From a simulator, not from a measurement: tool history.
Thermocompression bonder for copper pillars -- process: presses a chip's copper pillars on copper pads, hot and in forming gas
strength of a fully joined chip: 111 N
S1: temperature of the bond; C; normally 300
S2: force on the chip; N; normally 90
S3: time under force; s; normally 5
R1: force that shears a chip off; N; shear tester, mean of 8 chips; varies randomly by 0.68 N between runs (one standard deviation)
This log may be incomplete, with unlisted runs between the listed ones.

{"run": 1, "day": 0.0, "S1": 300, "S2": 90, "S3": 5, "R1": 45.8}
{"run": 2, "day": 1.575, "S1": 300, "S2": 90, "S3": 5, "R1": 46.1}
{"day": 3.75, "done": "forming gas filter changed"}
{"run": 3, "day": 3.954, "S1": 300, "S2": 90, "S3": 4, "R1": 41.8}
{"run": 4, "day": 5.658, "S1": 300, "S2": 90, "S3": 4, "R1": 43.5}
{"run": 5, "day": 7.296, "S1": 300, "S2": 90, "S3": 4, "R1": 42.1}
{"run": 6, "day": 9.371, "S1": 300, "S2": 90, "S3": 4, "R1": 42.6}
{"run": 7, "day": 11.142, "S1": 300, "S2": 90, "S3": 4, "R1": 42.4}
{"run": 8, "day": 13.238, "S1": 300, "S2": 90, "S3": 4, "R1": 42.7}
{"run": 9, "day": 14.896, "S1": 300, "S2": 54, "S3": 5, "R1": 36.7}
{"run": 10, "day": 16.617, "S1": 284, "S2": 120, "S3": 4, "R1": 38.7}
{"run": 11, "day": 18.3, "S1": 312, "S2": 115, "S3": 4, "R1": 55.8}
{"run": 12, "day": 19.65, "S1": 327, "S2": 90, "S3": 5, "R1": 64.3}
{"run": 13, "day": 20.808, "S1": 298, "S2": 90, "S3": 11, "R1": 60.4}

Consider 4 possible next runs. They are alternatives, not a sequence: every one starts from the tool as it was left by run 13. What does each give?
{"run": "A", "day": 22.362, "S1": 280, "S2": 84, "S3": 12, "R1": "?"}
{"run": "B", "day": 22.362, "S1": 323, "S2": 102, "S3": 7, "R1": "?"}
{"run": "C", "day": 22.362, "S1": 301, "S2": 74, "S3": 12, "R1": "?"}
{"run": "D", "day": 22.362, "S1": 303, "S2": 91, "S3": 12, "R1": "?"}

run=A R1=46.3
run=B R1=71.1
run=C R1=59.5
run=D R1=65.9
Without the tool's unlogged condition, the same runs would have read:
run=A R1=45.8
run=B R1=70.6
run=C R1=59
run=D R1=65.4
